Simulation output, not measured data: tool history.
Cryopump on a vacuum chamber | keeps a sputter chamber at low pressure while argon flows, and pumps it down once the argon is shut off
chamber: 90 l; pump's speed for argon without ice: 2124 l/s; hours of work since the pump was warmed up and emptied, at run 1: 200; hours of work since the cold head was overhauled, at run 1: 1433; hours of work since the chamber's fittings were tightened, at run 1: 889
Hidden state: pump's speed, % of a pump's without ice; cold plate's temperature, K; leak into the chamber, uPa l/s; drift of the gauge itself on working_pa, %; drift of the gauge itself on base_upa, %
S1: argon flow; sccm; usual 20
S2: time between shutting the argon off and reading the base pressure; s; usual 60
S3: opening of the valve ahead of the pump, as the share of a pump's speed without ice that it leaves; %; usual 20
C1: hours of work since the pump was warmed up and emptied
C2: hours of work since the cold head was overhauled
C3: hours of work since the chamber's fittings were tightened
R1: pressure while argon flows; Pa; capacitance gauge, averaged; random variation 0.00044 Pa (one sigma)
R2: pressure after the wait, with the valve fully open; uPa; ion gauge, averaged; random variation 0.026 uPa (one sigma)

{"run": 1, "day": 0.0, "S1": 20, "S2": 60, "S3": 20, "C1": 200, "C2": 1433, "C3": 889, "R1": 0.0808, "R2": 1.71}
{"run": 2, "day": 3.404, "S1": 20, "S2": 60, "S3": 20, "C1": 258, "C2": 1491, "C3": 947, "R1": 0.0805, "R2": 1.78}
{"run": 3, "day": 5.546, "S1": 20, "S2": 60, "S3": 20, "C1": 294, "C2": 1527, "C3": 983, "R1": 0.0805, "R2": 1.78}
{"run": 4, "day": 7.129, "S1": 20, "S2": 66, "S3": 20, "C1": 321, "C2": 1554, "C3": 1010, "R1": 0.0805, "R2": 1.77}
{"run": 5, "day": 9.796, "S1": 20, "S2": 66, "S3": 20, "C1": 366, "C2": 1599, "C3": 1055, "R1": 0.081, "R2": 1.8}
{"run": 6, "day": 12.617, "S1": 20, "S2": 60, "S3": 20, "C1": 414, "C2": 1647, "C3": 1103, "R1": 0.0812, "R2": 1.97}
{"run": 7, "day": 14.996, "S1": 20, "S2": 60, "S3": 19, "C1": 455, "C2": 1688, "C3": 1144, "R1": 0.0857, "R2": 1.99}
{"run": 8, "day": 17.808, "S1": 20, "S2": 60, "S3": 20, "C1": 502, "C2": 1735, "C3": 1191, "R1": 0.0811, "R2": 2.02}
{"run": 9, "day": 19.9, "S1": 20, "S2": 60, "S3": 20, "C1": 538, "C2": 1771, "C3": 1227, "R1": 0.0808, "R2": 2.11}
{"run": 10, "day": 21.621, "S1": 8, "S2": 60, "S3": 20, "C1": 567, "C2": 1800, "C3": 1256, "R1": 0.0324, "R2": 2.05}
{"run": 11, "day": 23.438, "S1": 23, "S2": 60, "S3": 20, "C1": 598, "C2": 1831, "C3": 1287, "R1": 0.0939, "R2": 2.17}
{"run": 12, "day": 26.575, "S1": 23, "S2": 60, "S3": 20, "C1": 651, "C2": 1884, "C3": 1340, "R1": 0.0936, "R2": 2.13}
{"run": 13, "day": 28.75, "S1": 23, "S2": 60, "S3": 20, "C1": 688, "C2": 1921, "C3": 1377, "R1": 0.094, "R2": 2.29}
{"run": 14, "day": 32.171, "S1": 23, "S2": 81, "S3": 19, "C1": 746, "C2": 1979, "C3": 1435, "R1": 0.0998, "R2": 2.08}
{"run": 15, "day": 33.871, "S1": 37, "S2": 107, "S3": 22, "C1": 775, "C2": 2008, "C3": 1464, "R1": 0.1385, "R2": 1.84}
{"run": 16, "day": 37.508, "S1": 20, "S2": 21, "S3": 17, "C1": 837, "C2": 2070, "C3": 1526, "R1": 0.0977, "R2": 4.13}
{"run": 17, "day": 39.254, "S1": 20, "S2": 21, "S3": 17, "C1": 866, "C2": 2099, "C3": 1555, "R1": 0.0976, "R2": 4.16}
{"run": 18, "day": 42.917, "S1": 20, "S2": 21, "S3": 17, "C1": 929, "C2": 2162, "C3": 1618, "R1": 0.0969, "R2": 4.36}
{"run": 19, "day": 44.467, "S1": 20, "S2": 70, "S3": 21, "C1": 955, "C2": 2188, "C3": 1644, "R1": 0.0797, "R2": 2.42}
{"run": 20, "day": 46.183, "S1": 36, "S2": 156, "S3": 19, "C1": 984, "C2": 2217, "C3": 1673, "R1": 0.1569, "R2": 2.03}
{"run": 21, "day": 48.775, "S1": 36, "S2": 156, "S3": 19, "C1": 1028, "C2": 2261, "C3": 1717, "R1": 0.1577, "R2": 2.17}
{"run": 22, "day": 51.633, "S1": 34, "S2": 60, "S3": 20, "C1": 1077, "C2": 2310, "C3": 1766, "R1": 0.1421, "R2": 2.66}
{"run": 23, "day": 53.892, "S1": 34, "S2": 60, "S3": 20, "C1": 1115, "C2": 2348, "C3": 1804, "R1": 0.143, "R2": 2.77}
{"run": 24, "day": 55.946, "S1": 35, "S2": 32, "S3": 20, "C1": 1150, "C2": 2383, "C3": 1839, "R1": 0.146, "R2": 3.69}
{"day": 57.238, "done": "pump warmed up, emptied and cooled again"}
{"run": 25, "day": 57.95, "S1": 9, "S2": 58, "S3": 55, "C1": 12, "C2": 2413, "C3": 1869, "R1": 0.0137, "R2": 2.54}

Forecast each of these 5 alternatives for the next run:
{"day": 61.275, "done": "leaking fittings of the chamber tightened, without venting"}
{"run": "A", "day": 61.5, "S1": 20, "S2": 61, "S3": 30, "C1": 71, "C2": 2472, "C3": 4, "R1": "?", "R2": "?"}
{"day": 61.275, "done": "leaking fittings of the chamber tightened, without venting"}
{"run": "B", "day": 61.5, "S1": 10, "S2": 22, "S3": 39, "C1": 71, "C2": 2472, "C3": 4, "R1": "?", "R2": "?"}
{"day": 61.275, "done": "leaking fittings of the chamber tightened, without venting"}
{"run": "C", "day": 61.5, "S1": 20, "S2": 63, "S3": 15, "C1": 71, "C2": 2472, "C3": 4, "R1": "?", "R2": "?"}
{"day": 61.275, "done": "leaking fittings of the chamber tightened, without venting"}
{"run": "D", "day": 61.5, "S1": 9, "S2": 23, "S3": 15, "C1": 71, "C2": 2472, "C3": 4, "R1": "?", "R2": "?"}
{"day": 61.275, "done": "leaking fittings of the chamber tightened, without venting"}
{"run": "E", "day": 61.5, "S1": 15, "S2": 52, "S3": 40, "C1": 71, "C2": 2472, "C3": 4, "R1": "?", "R2": "?"}

run=A R1=0.0538 R2=1.07
run=B R1=0.0209 R2=2.64
run=C R1=0.1066 R2=1.02
run=D R1=0.049 R2=2.53
run=E R1=0.031 R2=1.2
Without the tool's hidden state the same runs would have given:
run=A R1=0.053 R2=1.06
run=B R1=0.0205 R2=2.62
run=C R1=0.1058 R2=1.01
run=D R1=0.0486 R2=2.52
run=E R1=0.0304 R2=1.19
